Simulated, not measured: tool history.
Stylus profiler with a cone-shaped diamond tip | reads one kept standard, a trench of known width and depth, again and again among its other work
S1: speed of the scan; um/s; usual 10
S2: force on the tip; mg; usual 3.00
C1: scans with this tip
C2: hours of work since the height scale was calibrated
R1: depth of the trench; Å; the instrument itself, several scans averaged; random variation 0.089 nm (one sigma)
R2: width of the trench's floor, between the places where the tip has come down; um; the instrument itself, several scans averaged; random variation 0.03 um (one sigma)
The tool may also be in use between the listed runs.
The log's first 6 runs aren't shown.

run   hour  S1    S2    C1   C2      R1     R2
  7   74.1  10  3.00  1221  268  2038.0  98.04
  8   83.9  10  3.00  1248  274  2040.2  98.02
  9   93.5  10  6.19  1275  280  2060.8  98.00
 10  104.8  10  6.19  1306  287  2060.8  97.99
 11  121.2  10  6.19  1352  297  2060.6  97.96
 12  129.6  32  3.00  1375  302  2038.8  97.87
 13  142.5  32  3.00  1411  310  2039.1  97.89
 14  150.0  32  3.00  1432  314  2038.2  97.87
 15  166.6  32  3.00  1478  324  2039.1  97.89
 16  182.3  32  3.00  1521  334  2040.1  97.96

Forecast run 17:
 17  190.0   2  1.05  1542  338   ?   ?

R1: 2020.6 Å
R2: 98.03 um
Without the tool's hidden state the same run would have given R1 2018.2 Å, R2 98.04 um.
